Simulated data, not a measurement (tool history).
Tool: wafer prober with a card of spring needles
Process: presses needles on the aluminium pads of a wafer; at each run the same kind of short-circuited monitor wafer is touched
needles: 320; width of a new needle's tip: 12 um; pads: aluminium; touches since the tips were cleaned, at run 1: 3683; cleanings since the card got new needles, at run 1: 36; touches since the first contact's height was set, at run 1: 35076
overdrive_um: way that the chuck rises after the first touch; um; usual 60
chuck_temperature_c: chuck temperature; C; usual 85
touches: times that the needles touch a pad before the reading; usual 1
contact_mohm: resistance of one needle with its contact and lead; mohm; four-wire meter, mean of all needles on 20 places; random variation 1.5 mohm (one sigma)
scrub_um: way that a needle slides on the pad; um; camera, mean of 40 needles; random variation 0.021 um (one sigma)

run     day  overdrive_um  chuck_temperature_c  touches  touches since the tips were cleaned  cleanings since the card got new needles  touches since the first contact's height was set  contact_mohm  scrub_um
  1   0.000            60                   85        1                                 3683                                        36                                             35076           157      8.30
      0.342  -- tips cleaned on abrasive film
  2   0.829            60                   85        1                                 3795                                        37                                             41469           161      8.28
      1.217  -- tips cleaned on abrasive film
  3   1.488            60                   71        1                                 2088                                        38                                             46523           154      8.25
  4   1.988            60                   40        1                                 5973                                        38                                             50408           157      8.28
      2.067  -- tips cleaned on abrasive film
  5   2.758            52                   40        1                                 5361                                        39                                             56322           165      7.15
      2.958  -- tips cleaned on abrasive film
  6   3.621            52                   40        1                                 5129                                        40                                             62967           162      7.13
      3.804  -- tips cleaned on abrasive film
  7   4.392            52                   40        1                                 4551                                        41                                             68899           161      7.11
      4.650  -- tips cleaned on abrasive film
  8   5.242            52                   40        1                                 4584                                        42                                             75454           158      7.17
      5.529  -- tips cleaned on abrasive film
  9   6.029            60                   85        1                                 3870                                        43                                             81505           159      8.25
      6.375  -- tips cleaned on abrasive film
 10   6.917            60                   85        1                                 4165                                        44                                             88339           161      8.24
      7.229  -- tips cleaned on abrasive film
 11   7.775            60                   85        1                                 4223                                        45                                             94953           161      8.25
      8.058  -- tips cleaned on abrasive film
 12   8.588            56                  108        1                                 4107                                        46                                            101232           164      7.66
      8.942  -- tips cleaned on abrasive film
 13   9.408            78                  108        1                                 3594                                        47                                            107532           157     10.75
      9.779  -- tips cleaned on abrasive film
 14  10.404            67                  111        1                                 4861                                        48                                            115234           162      9.19
     10.658  -- tips cleaned on abrasive film
     11.496  -- tips cleaned on abrasive film
 15  11.496            53                   38        3                                    0                                        50                                            123601           139      7.25
 16  12.200            53                   38        3                                 5454                                        50                                            129055           147      7.23
     12.396  -- tips cleaned on abrasive film
 17  12.733            53                   38        3                                 2607                                        51                                            133135           140      7.25
     13.217  -- tips cleaned on abrasive film
 18  13.312            73                   30        3                                  727                                        52                                            137587           137      9.96

5 ways to go on from here, each from the tool as it stands after run 18. What would each give?
     14.062  -- tips cleaned on abrasive film
  A  14.154            56                   85        1                                  740                                        53                                            144098             ?         ?
     14.062  -- tips cleaned on abrasive film
  B  14.154            73                   56        2                                  740                                        53                                            144098             ?         ?
     14.062  -- tips cleaned on abrasive film
  C  14.154            80                   57        1                                  740                                        53                                            144098             ?         ?
     14.062  -- tips cleaned on abrasive film
  D  14.154            60                   53        2                                  740                                        53                                            144098             ?         ?
     14.062  -- tips cleaned on abrasive film
  E  14.154            73                  104        3                                  740                                        53                                            144098             ?         ?

run  contact_mohm  scrub_um
  A           150      7.61
  B           138     10.03
  C           140     10.98
  D           141      8.18
  E           145     10.01
Without the tool's hidden state the same runs would have given:
run  contact_mohm  scrub_um
  A           142      7.74
  B           135     10.16
  C           135     11.11
  D           137      8.31
  E           143     10.14
